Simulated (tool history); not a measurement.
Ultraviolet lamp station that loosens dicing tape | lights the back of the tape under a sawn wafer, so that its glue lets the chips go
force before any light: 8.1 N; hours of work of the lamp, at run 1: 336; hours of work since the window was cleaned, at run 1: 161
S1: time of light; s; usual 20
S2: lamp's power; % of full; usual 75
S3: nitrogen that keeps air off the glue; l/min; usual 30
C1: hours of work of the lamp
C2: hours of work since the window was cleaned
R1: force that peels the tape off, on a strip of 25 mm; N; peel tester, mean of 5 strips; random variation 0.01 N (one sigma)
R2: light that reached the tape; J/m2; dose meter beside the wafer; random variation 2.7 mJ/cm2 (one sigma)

run	hour	S1	S2	S3	C1	C2	R1	R2
1	0.0	20	75	30	336	161	0.635	3180
2	17.2	20	75	30	347	172	0.635	3170
3	31.3	20	75	30	356	181	0.670	3150
4	41.3	20	75	30	363	187	0.647	3110
5	51.6	20	75	30	369	194	0.656	3060
6	60.7	20	75	25	375	200	0.764	3090
7	78.6	20	66	30	387	211	0.830	2700
8	88.3	20	66	30	393	217	0.901	2680
9	103.6	20	92	30	403	227	0.444	3720
10	115.9	20	67	30	411	235	0.903	2680
11	136.5	20	98	30	424	248	0.397	3950
12	157.2	20	69	30	437	262	0.870	2710
13	169.4	20	69	30	445	269	0.873	2670
14	179.3	20	75	30	451	276	0.768	2930
15	201.5	20	75	30	466	290	0.758	2890
16	222.8	20	75	30	479	304	0.786	2880
17	233.2	20	75	30	486	310	0.784	2900

Run 18 comes next. What will it give?
18	253.2	20	75	30	499	323	?	?

Run 18 gave R1 0.783 N, R2 2840 J/m2.
Without the tool's hidden state the same run would have given R1 0.433 N, R2 3750 J/m2.
